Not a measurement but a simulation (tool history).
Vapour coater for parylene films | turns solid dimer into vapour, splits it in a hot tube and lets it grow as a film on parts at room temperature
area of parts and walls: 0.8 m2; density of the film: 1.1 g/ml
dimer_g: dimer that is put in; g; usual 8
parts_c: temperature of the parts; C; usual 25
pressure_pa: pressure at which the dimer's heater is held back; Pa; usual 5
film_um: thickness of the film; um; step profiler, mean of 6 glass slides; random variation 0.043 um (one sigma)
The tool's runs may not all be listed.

run,hour,dimer_g,parts_c,pressure_pa,film_um
1,0,8,25,5,4.66
2,47.1,8,25,5,4.53
3,98.3,8,25,5,4.49
4,127.2,8,25,5,4.34
5,161.8,8,25,5,4.42
6,221,8,25,5,4.26
7,254.2,8,25,5,4.26
# hour 268.8: trap's valve overhauled
8,310.3,8,25,5,4.6
9,338.3,8,25,5,4.55
10,386.2,4,25,5,2.28
11,419.3,4,25,5,2.21
12,464.4,4,25,5,2.21
13,529.4,8,25,5,4.29
14,586.1,8,25,5,4.19
# hour 605.5: trap's valve overhauled
15,629.1,8,25,5,4.56
16,657.5,8,25,3.84,4.89
17,704.9,8,25,5,4.48
18,734,8,25,5,4.45
19,791.5,8,25,5,4.37
20,825,8,25,5,4.4
21,865.3,8,25,5,4.31
22,911.4,8,25,5,4.2
23,937.8,8,25,5,4.06
# hour 946.5: trap's valve overhauled
24,985.3,8,25,5,4.55
25,1039.3,11,21,5,6.73
26,1067.9,11,25,6.18,5.75
27,1098.7,6,30,2.81,3.32
28,1153.3,6,30,2.81,3.31
# hour 1205.9: table's thermometer calibrated
29,1219.3,6,30,2.81,3.33
30,1265.2,8,30,5.81,3.66
# hour 1284.2: trap's valve overhauled
31,1331.8,8,30,2.21,4.88
32,1369.6,10,36,8.79,3.98
33,1427.7,10,36,8.79,3.9
34,1454.7,3,27,8.79,1.5
35,1488.1,5,20,6.02,2.86
36,1520.9,4,28,10.61,1.74
37,1570.9,9,21,7.32,4.81
# hour 1621.6: trap's valve overhauled
38,1633.8,9,21,7.32,5.26
39,1664.2,7,25,5,3.98
40,1710.6,7,30,3.18,3.9
41,1775.5,7,30,3.18,3.84
42,1802.9,7,30,6.01,3.33
43,1839.1,7,18,5.42,4.28
44,1865.9,5,23,6.04,2.68
45,1918.9,5,23,6.04,2.65
46,1951.2,7,23,6.09,3.62
# hour 1959.8: trap's valve overhauled
47,1988,4,23,2.84,2.76

Forecast each of these 3 alternatives for the next run:
A,2042.5,11,24,3.86,?
B,2042.5,8,25,9.15,?
C,2042.5,12,19,5.76,?

run,film_um
A,6.65
B,3.97
C,7.43
Without the tool's hidden state the same runs would have given:
run,film_um
A,6.91
B,4.13
C,7.72
